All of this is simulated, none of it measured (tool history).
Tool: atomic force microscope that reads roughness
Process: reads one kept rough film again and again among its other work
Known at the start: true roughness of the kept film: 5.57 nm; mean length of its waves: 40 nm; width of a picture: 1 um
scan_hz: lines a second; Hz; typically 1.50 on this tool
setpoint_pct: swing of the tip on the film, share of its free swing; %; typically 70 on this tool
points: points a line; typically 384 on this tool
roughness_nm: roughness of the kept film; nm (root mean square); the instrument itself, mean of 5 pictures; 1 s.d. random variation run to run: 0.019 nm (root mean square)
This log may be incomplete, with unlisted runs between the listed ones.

run 1 hour=0.0 | scan_hz=1.50 setpoint_pct=70 points=384 | roughness_nm=4.632
-- hour=21.7 new tip fitted
run 2 hour=37.0 | scan_hz=1.50 setpoint_pct=70 points=260 | roughness_nm=4.575
run 3 hour=71.5 | scan_hz=1.50 setpoint_pct=70 points=260 | roughness_nm=4.592
run 4 hour=111.9 | scan_hz=1.50 setpoint_pct=70 points=260 | roughness_nm=4.582
run 5 hour=170.2 | scan_hz=1.50 setpoint_pct=70 points=384 | roughness_nm=4.635
run 6 hour=227.6 | scan_hz=1.50 setpoint_pct=70 points=384 | roughness_nm=4.642
-- hour=261.8 new tip fitted
run 7 hour=285.0 | scan_hz=1.50 setpoint_pct=70 points=275 | roughness_nm=4.591
run 8 hour=325.4 | scan_hz=1.50 setpoint_pct=62 points=275 | roughness_nm=4.747
run 9 hour=396.9 | scan_hz=1.50 setpoint_pct=87 points=384 | roughness_nm=4.130
run 10 hour=430.5 | scan_hz=1.50 setpoint_pct=87 points=384 | roughness_nm=4.121
-- hour=497.5 new tip fitted
run 11 hour=499.5 | scan_hz=1.50 setpoint_pct=87 points=384 | roughness_nm=4.129
run 12 hour=571.0 | scan_hz=1.50 setpoint_pct=87 points=384 | roughness_nm=4.137

Estimate the outcome of run 13 from the log above:
run 13 hour=628.0 | scan_hz=2.23 setpoint_pct=87 points=965 | roughness_nm=?

Run 13 came out at roughness_nm 3.791 nm (root mean square).
With no hidden state in the tool, this same run would have given roughness_nm 3.796 nm (root mean square).
